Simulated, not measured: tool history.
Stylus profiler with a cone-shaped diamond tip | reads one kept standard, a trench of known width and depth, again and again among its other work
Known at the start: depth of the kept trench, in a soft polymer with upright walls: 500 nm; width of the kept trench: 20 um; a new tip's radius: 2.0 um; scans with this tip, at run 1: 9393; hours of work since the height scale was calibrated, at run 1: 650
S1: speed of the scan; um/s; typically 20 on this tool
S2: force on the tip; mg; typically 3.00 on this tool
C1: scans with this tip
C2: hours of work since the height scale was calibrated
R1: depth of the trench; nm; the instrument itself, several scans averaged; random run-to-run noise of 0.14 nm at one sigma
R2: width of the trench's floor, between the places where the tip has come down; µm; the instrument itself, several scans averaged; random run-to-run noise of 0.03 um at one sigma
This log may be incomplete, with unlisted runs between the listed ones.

run,hour,S1,S2,C1,C2,R1,R2
1,0.0,20,3.00,9393,650,508.83,16.09
2,93.8,20,1.21,10256,710,505.51,15.94
3,155.7,20,1.21,10825,749,505.74,15.90
4,284.2,7,3.00,12008,831,509.57,15.84
5,387.8,17,3.00,12962,897,509.65,15.70
6,464.9,17,3.00,13672,947,509.57,15.63
# hour 541.7: height scale calibrated on a step standard
7,578.1,20,3.66,14710,23,511.86,15.54
8,660.3,20,3.66,15466,76,511.92,15.45
9,732.8,20,3.66,16134,122,511.67,15.43
# hour 790.7: height scale calibrated on a step standard, once more
10,824.2,20,3.66,16970,21,508.89,15.32
11,953.7,20,1.17,18162,104,503.86,15.19
12,1056.4,8,1.19,19108,169,504.34,15.18
13,1148.4,11,1.36,19954,228,504.91,15.11
# hour 1215.2: new tip fitted, height scale calibrated
14,1219.6,8,2.23,40,3,506.03,17.38
15,1316.8,8,2.23,935,65,506.42,17.25
16,1452.8,34,2.03,2187,151,506.07,16.97
17,1518.8,34,8.37,2794,193,515.77,16.94
18,1598.5,47,1.43,3528,244,504.86,16.63
19,1693.7,62,1.17,4404,305,504.29,16.38
20,1778.5,62,7.69,5185,359,514.85,16.59
21,1887.1,5,2.84,6184,428,508.19,16.54
22,1979.9,11,8.72,7039,487,516.71,16.48

What if the next run were any one of these 3? Each begins from the tool's condition after run 22:
A,2120.3,11,3.00,8331,577,?,?
B,2120.3,45,7.95,8331,577,?,?
C,2120.3,11,2.06,8331,577,?,?

run,R1,R2
A,508.72,16.28
B,516.07,16.26
C,507.01,16.26
Without the tool's unlogged condition, the same runs would have read:
run,R1,R2
A,507.75,17.31
B,515.09,17.28
C,506.04,17.29
